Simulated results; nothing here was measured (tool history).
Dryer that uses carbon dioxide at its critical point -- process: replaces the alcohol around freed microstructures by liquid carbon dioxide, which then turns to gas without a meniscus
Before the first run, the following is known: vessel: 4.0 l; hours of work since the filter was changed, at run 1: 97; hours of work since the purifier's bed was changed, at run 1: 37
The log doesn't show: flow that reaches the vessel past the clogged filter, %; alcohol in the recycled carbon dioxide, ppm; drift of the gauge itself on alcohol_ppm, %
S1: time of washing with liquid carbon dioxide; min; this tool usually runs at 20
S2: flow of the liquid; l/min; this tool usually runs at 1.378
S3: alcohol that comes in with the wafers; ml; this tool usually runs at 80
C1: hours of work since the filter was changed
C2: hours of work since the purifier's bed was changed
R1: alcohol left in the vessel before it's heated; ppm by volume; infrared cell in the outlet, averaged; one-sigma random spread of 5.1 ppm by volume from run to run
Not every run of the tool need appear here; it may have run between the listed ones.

| run | hour | S1 | S2 | S3 | C1 | C2 | R1 |
|---|---|---|---|---|---|---|---|
| 1 | 0.0 | 20 | 1.378 | 80 | 97 | 37 | 62 |
| 2 | 3.8 | 19 | 1.378 | 80 | 100 | 39 | 87 |
| 3 | 11.8 | 19 | 1.378 | 80 | 105 | 44 | 77 |
| 4 | 18.8 | 19 | 1.378 | 80 | 109 | 49 | 81 |
| 5 | 27.4 | 19 | 1.378 | 80 | 114 | 54 | 84 |
| 6 | 31.4 | 19 | 1.378 | 80 | 117 | 56 | 88 |
| 7 | 39.8 | 19 | 1.378 | 80 | 122 | 62 | 78 |
| 8 | 46.3 | 20 | 1.378 | 93 | 126 | 66 | 93 |
| 9 | 54.2 | 20 | 1.378 | 29 | 131 | 71 | 31 |
| 10 | 59.0 | 31 | 1.378 | 80 | 134 | 74 | 11 |
| 11 | 62.8 | 20 | 1.990 | 80 | 136 | 76 | 21 |
| 12 | 71.7 | 20 | 1.990 | 80 | 142 | 81 | 23 |
| 13 | 76.9 | 20 | 1.990 | 80 | 145 | 85 | 13 |
| 14 | 82.7 | 20 | 1.990 | 80 | 148 | 88 | 23 |
| 15 | 90.3 | 20 | 1.378 | 61 | 153 | 93 | 58 |
| 16 | 95.7 | 20 | 1.378 | 61 | 156 | 96 | 59 |
| 17 | 104.1 | 20 | 0.980 | 80 | 162 | 101 | 342 |
| 18 | 112.8 | 20 | 0.980 | 80 | 167 | 107 | 334 |
| 19 | 121.7 | 20 | 0.980 | 80 | 173 | 112 | 348 |
| 20 | 129.0 | 20 | 0.980 | 80 | 177 | 117 | 361 |
| 21 | 135.6 | 20 | 0.980 | 80 | 181 | 121 | 363 |
| 22 | 143.8 | 20 | 0.980 | 80 | 186 | 126 | 361 |
| 23 | 152.0 | 20 | 0.980 | 80 | 191 | 131 | 375 |
| 24 | 157.1 | 20 | 0.980 | 80 | 194 | 134 | 356 |
| 25 | 165.9 | 24 | 0.980 | 50 | 200 | 139 | 111 |
| 26 | 170.2 | 24 | 0.980 | 50 | 202 | 142 | 121 |
| 27 | 178.7 | 29 | 1.210 | 28 | 208 | 147 | 24 |
| 28 | 183.8 | 21 | 0.980 | 27 | 211 | 151 | 114 |
| 29 | 192.5 | 25 | 1.520 | 22 | 216 | 156 | 20 |
| 30 | 201.4 | 25 | 1.540 | 36 | 222 | 161 | 32 |
| 31 | 209.6 | 25 | 1.540 | 36 | 227 | 166 | 13 |
| 32 | 215.4 | 20 | 1.180 | 80 | 230 | 170 | 182 |
| 33 | 219.8 | 20 | 1.180 | 80 | 233 | 173 | 181 |
| 34 | 224.9 | 20 | 1.500 | 80 | 236 | 176 | 62 |
| 35 | 229.8 | 23 | 1.910 | 76 | 239 | 179 | 28 |
| 36 | 234.5 | 25 | 1.510 | 76 | 242 | 182 | 25 |
| 37 | 241.9 | 18 | 0.910 | 80 | 247 | 186 | 730 |
| 38 | 246.6 | 18 | 0.910 | 80 | 250 | 189 | 757 |
| 39 | 255.3 | 24 | 1.340 | 38 | 255 | 195 | 35 |
| 40 | 263.3 | 24 | 1.340 | 38 | 260 | 200 | 39 |
| 41 | 272.4 | 20 | 1.190 | 55 | 266 | 205 | 139 |
| 42 | 277.5 | 23 | 1.410 | 34 | 269 | 208 | 35 |
| 43 | 284.4 | 20 | 0.870 | 80 | 273 | 213 | 657 |
| 44 | 289.8 | 28 | 0.860 | 80 | 276 | 216 | 197 |
| 45 | 297.3 | 28 | 0.860 | 80 | 281 | 221 | 192 |
| 46 | 305.7 | 12 | 2.210 | 80 | 286 | 226 | 122 |
| 47 | 311.7 | 20 | 1.378 | 55 | 290 | 230 | 89 |

Forecast each of these 4 alternatives for the next run:
| A | 317.8 | 15 | 1.660 | 111 | 294 | 233 | ? |
| B | 317.8 | 14 | 0.930 | 96 | 294 | 233 | ? |
| C | 317.8 | 20 | 1.378 | 49 | 294 | 233 | ? |
| D | 317.8 | 12 | 2.180 | 47 | 294 | 233 | ? |

| run | R1 |
|---|---|
| A | 235 |
| B | 1862 |
| C | 72 |
| D | 93 |
Stripped of hidden state, with their random variation kept, the same runs would have yielded:
| run | R1 |
|---|---|
| A | 120 |
| B | 1336 |
| C | 26 |
| D | 41 |
